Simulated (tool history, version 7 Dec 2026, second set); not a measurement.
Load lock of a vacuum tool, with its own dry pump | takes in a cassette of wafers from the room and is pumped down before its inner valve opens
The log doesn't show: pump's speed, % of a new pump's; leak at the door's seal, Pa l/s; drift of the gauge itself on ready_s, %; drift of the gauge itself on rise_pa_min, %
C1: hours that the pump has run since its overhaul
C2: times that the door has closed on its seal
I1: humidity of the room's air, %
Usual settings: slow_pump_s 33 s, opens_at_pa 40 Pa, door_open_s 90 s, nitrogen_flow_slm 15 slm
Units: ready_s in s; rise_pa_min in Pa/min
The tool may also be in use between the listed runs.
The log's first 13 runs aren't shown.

{"run": 14, "hour": 751.3, "slow_pump_s": 33, "opens_at_pa": 40, "door_open_s": 90, "nitrogen_flow_slm": 15, "C1": 2907, "C2": 4980, "I1": 43, "ready_s": 63, "rise_pa_min": 0.051}
{"run": 15, "hour": 824.2, "slow_pump_s": 33, "opens_at_pa": 72, "door_open_s": 90, "nitrogen_flow_slm": 15, "C1": 2980, "C2": 5249, "I1": 49.1, "ready_s": 60, "rise_pa_min": 0.053}
{"run": 16, "hour": 913.2, "slow_pump_s": 33, "opens_at_pa": 40, "door_open_s": 90, "nitrogen_flow_slm": 15, "C1": 3069, "C2": 5578, "I1": 40.9, "ready_s": 62.5, "rise_pa_min": 0.05}
{"run": 17, "hour": 1008.4, "slow_pump_s": 33, "opens_at_pa": 40, "door_open_s": 90, "nitrogen_flow_slm": 15, "C1": 3164, "C2": 5930, "I1": 44.1, "ready_s": 63, "rise_pa_min": 0.048}
{"run": 18, "hour": 1097.0, "slow_pump_s": 60, "opens_at_pa": 40, "door_open_s": 90, "nitrogen_flow_slm": 15, "C1": 3253, "C2": 6258, "I1": 44.3, "ready_s": 82.9, "rise_pa_min": 0.05}
{"run": 19, "hour": 1170.0, "slow_pump_s": 53, "opens_at_pa": 49, "door_open_s": 90, "nitrogen_flow_slm": 15, "C1": 3326, "C2": 6528, "I1": 43.3, "ready_s": 76.9, "rise_pa_min": 0.055}
{"run": 20, "hour": 1225.1, "slow_pump_s": 53, "opens_at_pa": 49, "door_open_s": 90, "nitrogen_flow_slm": 15, "C1": 3381, "C2": 6731, "I1": 48.4, "ready_s": 76.9, "rise_pa_min": 0.055}
{"run": 21, "hour": 1287.1, "slow_pump_s": 53, "opens_at_pa": 71, "door_open_s": 90, "nitrogen_flow_slm": 12, "C1": 3443, "C2": 6960, "I1": 46, "ready_s": 74.4, "rise_pa_min": 0.054}
{"run": 22, "hour": 1361.5, "slow_pump_s": 53, "opens_at_pa": 33, "door_open_s": 90, "nitrogen_flow_slm": 19, "C1": 3518, "C2": 7235, "I1": 44.7, "ready_s": 77.5, "rise_pa_min": 0.051}
{"run": 23, "hour": 1407.8, "slow_pump_s": 27, "opens_at_pa": 76, "door_open_s": 110, "nitrogen_flow_slm": 6, "C1": 3564, "C2": 7406, "I1": 45.2, "ready_s": 54.8, "rise_pa_min": 0.067}
{"run": 24, "hour": 1503.1, "slow_pump_s": 33, "opens_at_pa": 72, "door_open_s": 160, "nitrogen_flow_slm": 5, "C1": 3659, "C2": 7758, "I1": 44.3, "ready_s": 59.4, "rise_pa_min": 0.078}
{"run": 25, "hour": 1553.8, "slow_pump_s": 33, "opens_at_pa": 46, "door_open_s": 90, "nitrogen_flow_slm": 15, "C1": 3710, "C2": 7946, "I1": 49.3, "ready_s": 61.9, "rise_pa_min": 0.058}
{"run": 26, "hour": 1614.6, "slow_pump_s": 33, "opens_at_pa": 46, "door_open_s": 90, "nitrogen_flow_slm": 15, "C1": 3771, "C2": 8171, "I1": 46.5, "ready_s": 61.1, "rise_pa_min": 0.058}
{"run": 27, "hour": 1707.3, "slow_pump_s": 33, "opens_at_pa": 46, "door_open_s": 90, "nitrogen_flow_slm": 15, "C1": 3863, "C2": 8513, "I1": 45.4, "ready_s": 62, "rise_pa_min": 0.059}
{"run": 28, "hour": 1790.3, "slow_pump_s": 46, "opens_at_pa": 36, "door_open_s": 90, "nitrogen_flow_slm": 15, "C1": 3946, "C2": 8820, "I1": 43.8, "ready_s": 72.9, "rise_pa_min": 0.059}
{"run": 29, "hour": 1865.7, "slow_pump_s": 46, "opens_at_pa": 36, "door_open_s": 90, "nitrogen_flow_slm": 15, "C1": 4022, "C2": 9099, "I1": 43.6, "ready_s": 73.2, "rise_pa_min": 0.058}
{"run": 30, "hour": 1940.4, "slow_pump_s": 39, "opens_at_pa": 42, "door_open_s": 32, "nitrogen_flow_slm": 43, "C1": 4096, "C2": 9375, "I1": 48, "ready_s": 67.6, "rise_pa_min": 0.044}
{"run": 31, "hour": 2027.8, "slow_pump_s": 53, "opens_at_pa": 63, "door_open_s": 209, "nitrogen_flow_slm": 33, "C1": 4184, "C2": 9698, "I1": 40.7, "ready_s": 74.9, "rise_pa_min": 0.063}

4 ways to go on from here, each from the tool as it stands after run 31. What would each give?
{"run": "A", "hour": 2072.8, "slow_pump_s": 33, "opens_at_pa": 40, "door_open_s": 90, "nitrogen_flow_slm": 5, "C1": 4229, "C2": 9864, "I1": 43.7, "ready_s": "?", "rise_pa_min": "?"}
{"run": "B", "hour": 2072.8, "slow_pump_s": 27, "opens_at_pa": 40, "door_open_s": 90, "nitrogen_flow_slm": 5, "C1": 4229, "C2": 9864, "I1": 43.5, "ready_s": "?", "rise_pa_min": "?"}
{"run": "C", "hour": 2072.8, "slow_pump_s": 59, "opens_at_pa": 40, "door_open_s": 71, "nitrogen_flow_slm": 15, "C1": 4229, "C2": 9864, "I1": 43.5, "ready_s": "?", "rise_pa_min": "?"}
{"run": "D", "hour": 2072.8, "slow_pump_s": 33, "opens_at_pa": 36, "door_open_s": 90, "nitrogen_flow_slm": 15, "C1": 4229, "C2": 9864, "I1": 45.2, "ready_s": "?", "rise_pa_min": "?"}

run=A ready_s=62.5 rise_pa_min=0.074
run=B ready_s=58.1 rise_pa_min=0.069
run=C ready_s=82.5 rise_pa_min=0.058
run=D ready_s=63.4 rise_pa_min=0.062
Without the tool's hidden state the same runs would have given:
run=A ready_s=61.4 rise_pa_min=0.059
run=B ready_s=56.9 rise_pa_min=0.054
run=C ready_s=81.7 rise_pa_min=0.042
run=D ready_s=62.3 rise_pa_min=0.047
